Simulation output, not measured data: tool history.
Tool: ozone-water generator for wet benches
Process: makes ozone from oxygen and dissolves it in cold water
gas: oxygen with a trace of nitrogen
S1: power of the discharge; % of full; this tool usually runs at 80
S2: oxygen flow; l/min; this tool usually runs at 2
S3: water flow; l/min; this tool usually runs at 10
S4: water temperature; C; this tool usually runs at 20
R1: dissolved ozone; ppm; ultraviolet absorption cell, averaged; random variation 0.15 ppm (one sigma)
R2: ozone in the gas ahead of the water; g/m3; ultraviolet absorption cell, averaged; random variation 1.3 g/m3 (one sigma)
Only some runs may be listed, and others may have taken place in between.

{"run": 1, "hour": 0.0, "S1": 80, "S2": 2, "S3": 10, "S4": 20, "R1": 17.7, "R2": 232.3}
{"run": 2, "hour": 86.8, "S1": 80, "S2": 2, "S3": 10, "S4": 20, "R1": 17.6, "R2": 230.5}
{"run": 3, "hour": 186.7, "S1": 80, "S2": 2, "S3": 10, "S4": 20, "R1": 17.6, "R2": 233.7}
{"run": 4, "hour": 238.8, "S1": 80, "S2": 2.05, "S3": 10, "S4": 20, "R1": 17.8, "R2": 228.2}
{"run": 5, "hour": 329.9, "S1": 80, "S2": 2.05, "S3": 10, "S4": 20, "R1": 17.7, "R2": 225.6}
{"run": 6, "hour": 442.6, "S1": 50, "S2": 2, "S3": 10, "S4": 20, "R1": 12.6, "R2": 161.8}
{"run": 7, "hour": 537.1, "S1": 50, "S2": 2, "S3": 10, "S4": 20, "R1": 12.6, "R2": 162.9}
{"run": 8, "hour": 649.1, "S1": 50, "S2": 2, "S3": 10, "S4": 20, "R1": 12.4, "R2": 162.6}
{"run": 9, "hour": 759.6, "S1": 50, "S2": 2, "S3": 14, "S4": 20, "R1": 8.9, "R2": 161.7}
{"run": 10, "hour": 830.9, "S1": 73, "S2": 2.91, "S3": 10, "S4": 20, "R1": 17.1, "R2": 180.1}
{"hour": 894.3, "done": "contactor cleaned"}
{"run": 11, "hour": 947.0, "S1": 73, "S2": 2.91, "S3": 10, "S4": 20, "R1": 17, "R2": 179.6}
{"run": 12, "hour": 1020.9, "S1": 73, "S2": 1.42, "S3": 6, "S4": 26, "R1": 23.5, "R2": 253.9}
{"run": 13, "hour": 1094.9, "S1": 66, "S2": 3.03, "S3": 10, "S4": 13, "R1": 18, "R2": 163.9}
{"run": 14, "hour": 1161.5, "S1": 66, "S2": 3.03, "S3": 10, "S4": 13, "R1": 17.5, "R2": 166.3}
{"run": 15, "hour": 1213.2, "S1": 44, "S2": 2, "S3": 10, "S4": 20, "R1": 11.2, "R2": 146.7}
{"run": 16, "hour": 1309.6, "S1": 85, "S2": 2.74, "S3": 14, "S4": 16, "R1": 14.5, "R2": 206.6}
{"run": 17, "hour": 1384.2, "S1": 85, "S2": 2.74, "S3": 14, "S4": 16, "R1": 14.5, "R2": 205.2}

Below, each run's measurement less what the same run would have read without the hidden state. Both values contain the same run-to-run variation, but the gauge's scatter may not be the same in both:
Hidden state at play: yield of the discharge, % of new electrodes'; contactor's efficiency, % of a clean one's; true water temperature over the reading, C; drift of the gauge itself on ozone_ppm, %; drift of the gauge itself on gas_g_m3, %.
run=1 R2=-0.2
run=2 R2=-0.4
run=3 R2=-0.6
run=4 R2=-0.6
run=5 R2=-0.8
run=6 R2=-0.7
run=7 R2=-0.9
run=8 R2=-1.1
run=9 R2=-1.3
run=10 R2=-1.5
run=11 R2=-1.8
run=12 R2=-2.6
run=13 R2=-1.8
run=14 R2=-2
run=15 R2=-1.8
run=16 R2=-2.8
run=17 R2=-2.9
R1 without the hidden state stays within 0.1 ppm of what was measured, in all runs.
